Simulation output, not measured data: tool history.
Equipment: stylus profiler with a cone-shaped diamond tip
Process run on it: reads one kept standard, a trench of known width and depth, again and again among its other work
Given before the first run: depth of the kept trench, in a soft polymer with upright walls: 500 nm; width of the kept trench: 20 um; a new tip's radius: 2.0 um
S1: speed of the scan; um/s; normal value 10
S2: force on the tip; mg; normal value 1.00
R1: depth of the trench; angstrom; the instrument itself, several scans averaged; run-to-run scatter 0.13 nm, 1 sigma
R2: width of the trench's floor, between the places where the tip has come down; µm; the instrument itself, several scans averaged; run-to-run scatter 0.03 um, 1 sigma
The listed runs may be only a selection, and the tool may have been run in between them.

run,hour,S1,S2,R1,R2
1,0.0,10,1.00,4994.1,16.65
# hour 15.4: height scale calibrated on a step standard
2,54.1,10,1.00,5024.9,16.65
3,91.5,10,0.35,5013.1,16.60
4,131.3,10,0.35,5013.1,16.54
5,202.2,10,0.35,5011.6,16.56
6,266.9,27,0.35,5010.1,16.32
7,312.4,27,0.35,5010.7,16.34
8,382.4,27,0.35,5008.9,16.36
9,420.6,10,1.68,5033.3,16.53
10,450.9,28,0.49,5011.6,16.29
11,493.0,7,0.57,5012.5,16.54
12,535.1,23,0.54,5010.0,16.31
13,578.6,14,0.54,5010.2,16.40
14,619.7,14,0.72,5011.6,16.41
15,688.4,30,1.16,5022.0,16.36

Here are 3 independent what-if runs from the current tool condition. What would each one return?
A,750.3,32,2.91,?,?
B,750.3,30,1.43,?,?
C,750.3,3,1.00,?,?

run,R1,R2
A,5043.1,16.41
B,5025.1,16.29
C,5014.1,16.51
What these runs would have given with no unlogged condition in the tool:
run,R1,R2
A,5052.2,17.27
B,5034.2,17.14
C,5023.2,17.37
